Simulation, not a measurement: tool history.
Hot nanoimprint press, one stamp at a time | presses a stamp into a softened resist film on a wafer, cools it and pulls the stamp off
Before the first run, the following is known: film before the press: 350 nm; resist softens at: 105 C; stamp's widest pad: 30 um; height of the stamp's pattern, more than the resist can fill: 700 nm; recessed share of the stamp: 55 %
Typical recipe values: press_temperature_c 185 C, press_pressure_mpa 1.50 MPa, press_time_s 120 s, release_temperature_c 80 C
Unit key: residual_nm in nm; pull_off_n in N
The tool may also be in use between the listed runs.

run,day,press_temperature_c,press_pressure_mpa,press_time_s,release_temperature_c,residual_nm,pull_off_n
1,0.000,185,1.50,120,80,212.2,177
2,0.846,185,1.33,120,80,220.6,177
3,1.721,185,1.50,120,80,212.6,182
4,2.392,185,1.50,120,80,212.9,180
5,3.842,185,1.50,120,80,212.9,184
6,5.062,184,1.50,120,80,222.0,184
# day 5.854: stamp cleaned and given a new release coat
7,6.067,184,1.50,120,80,221.4,169
8,7.175,185,1.50,120,80,214.4,169
9,7.908,185,1.50,166,80,194.3,171
10,8.767,185,1.50,166,80,194.9,173
11,9.962,185,1.36,120,80,223.5,173
12,11.512,185,1.50,120,80,217.3,174
13,12.771,185,1.50,114,80,220.2,179
14,14.338,177,1.50,120,80,281.5,182
15,15.933,185,1.05,120,80,242.2,180
# day 16.292: plate thermocouple calibrated
16,17.438,185,1.50,134,68,217.7,251
17,18.938,185,1.50,134,68,218.6,254
18,19.946,189,1.50,134,68,186.0,251
# day 20.583: plate thermocouple calibrated, once more
19,21.671,181,1.50,134,87,234.6,145
# day 22.212: stamp cleaned and given a new release coat
20,23.025,181,1.50,134,87,235.6,133
21,24.621,181,1.50,134,87,235.3,134
22,25.533,181,1.21,101,68,266.2,232
23,26.958,183,1.50,120,80,226.7,172
24,28.471,188,1.50,120,78,187.3,183
25,29.571,183,1.50,64,80,267.6,176
26,30.817,183,1.50,64,80,267.9,177
27,31.771,189,2.34,120,67,152.9,245
28,32.775,178,2.34,156,69,225.4,233
29,34.342,173,1.87,120,81,294.3,176

What if the next run were any one of these 3? Each begins from the tool's condition after run 29:
A,35.517,178,1.87,77,76,?,?
B,35.517,173,1.87,150,69,?,?
C,35.517,181,1.93,120,67,?,?

run,residual_nm,pull_off_n
A,280.5,202
B,283.6,239
C,232.1,249
With no hidden state in the tool, these same runs would have given:
run,residual_nm,pull_off_n
A,274.3,183
B,277.1,218
C,224.3,227
